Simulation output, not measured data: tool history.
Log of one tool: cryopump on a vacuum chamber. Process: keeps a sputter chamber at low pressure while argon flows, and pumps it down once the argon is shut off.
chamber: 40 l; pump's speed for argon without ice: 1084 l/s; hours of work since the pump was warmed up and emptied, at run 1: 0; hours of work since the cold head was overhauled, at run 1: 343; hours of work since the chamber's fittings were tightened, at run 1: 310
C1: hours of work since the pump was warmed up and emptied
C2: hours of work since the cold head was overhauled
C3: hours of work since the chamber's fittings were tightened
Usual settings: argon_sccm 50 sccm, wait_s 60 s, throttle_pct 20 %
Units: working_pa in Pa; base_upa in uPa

{"run": 1, "hour": 0.0, "argon_sccm": 50, "wait_s": 60, "throttle_pct": 20, "C1": 0, "C2": 343, "C3": 310, "working_pa": 0.3922, "base_upa": 1.01}
{"run": 2, "hour": 51.0, "argon_sccm": 50, "wait_s": 60, "throttle_pct": 20, "C1": 30, "C2": 373, "C3": 340, "working_pa": 0.3921, "base_upa": 1.05}
{"run": 3, "hour": 96.9, "argon_sccm": 50, "wait_s": 60, "throttle_pct": 20, "C1": 56, "C2": 400, "C3": 366, "working_pa": 0.3941, "base_upa": 1.05}
{"run": 4, "hour": 145.5, "argon_sccm": 50, "wait_s": 60, "throttle_pct": 20, "C1": 85, "C2": 428, "C3": 395, "working_pa": 0.3928, "base_upa": 1.13}
{"run": 5, "hour": 198.8, "argon_sccm": 50, "wait_s": 60, "throttle_pct": 20, "C1": 116, "C2": 459, "C3": 426, "working_pa": 0.3978, "base_upa": 1.11}
{"run": 6, "hour": 228.2, "argon_sccm": 50, "wait_s": 156, "throttle_pct": 20, "C1": 133, "C2": 476, "C3": 443, "working_pa": 0.3974, "base_upa": 0.8}
{"run": 7, "hour": 261.6, "argon_sccm": 50, "wait_s": 156, "throttle_pct": 20, "C1": 152, "C2": 495, "C3": 462, "working_pa": 0.401, "base_upa": 0.8}
{"run": 8, "hour": 302.9, "argon_sccm": 50, "wait_s": 156, "throttle_pct": 20, "C1": 176, "C2": 519, "C3": 486, "working_pa": 0.4017, "base_upa": 0.85}
{"run": 9, "hour": 358.1, "argon_sccm": 50, "wait_s": 156, "throttle_pct": 20, "C1": 208, "C2": 551, "C3": 518, "working_pa": 0.4018, "base_upa": 0.89}
{"run": 10, "hour": 410.7, "argon_sccm": 27, "wait_s": 291, "throttle_pct": 20, "C1": 239, "C2": 582, "C3": 549, "working_pa": 0.2196, "base_upa": 0.84}
{"run": 11, "hour": 440.8, "argon_sccm": 27, "wait_s": 291, "throttle_pct": 20, "C1": 256, "C2": 600, "C3": 566, "working_pa": 0.2191, "base_upa": 0.81}
{"run": 12, "hour": 481.8, "argon_sccm": 50, "wait_s": 34, "throttle_pct": 37, "C1": 280, "C2": 623, "C3": 590, "working_pa": 0.2267, "base_upa": 1.7}
{"run": 13, "hour": 527.4, "argon_sccm": 61, "wait_s": 48, "throttle_pct": 20, "C1": 307, "C2": 650, "C3": 617, "working_pa": 0.5008, "base_upa": 1.48}
{"run": 14, "hour": 566.3, "argon_sccm": 61, "wait_s": 48, "throttle_pct": 20, "C1": 329, "C2": 673, "C3": 639, "working_pa": 0.5007, "base_upa": 1.47}

The next listed run, before its measurement:
{"hour": 595.3, "done": "pump warmed up, emptied and cooled again"}
{"run": 15, "hour": 612.2, "argon_sccm": 50, "wait_s": 60, "throttle_pct": 44, "C1": 10, "C2": 696, "C3": 663, "working_pa": "?", "base_upa": "?"}

{"run 15": {"working_pa": 0.179, "base_upa": 1.18}}
Without the tool's hidden state the same run would have given working_pa 0.1769 Pa, base_upa 0.8 uPa.

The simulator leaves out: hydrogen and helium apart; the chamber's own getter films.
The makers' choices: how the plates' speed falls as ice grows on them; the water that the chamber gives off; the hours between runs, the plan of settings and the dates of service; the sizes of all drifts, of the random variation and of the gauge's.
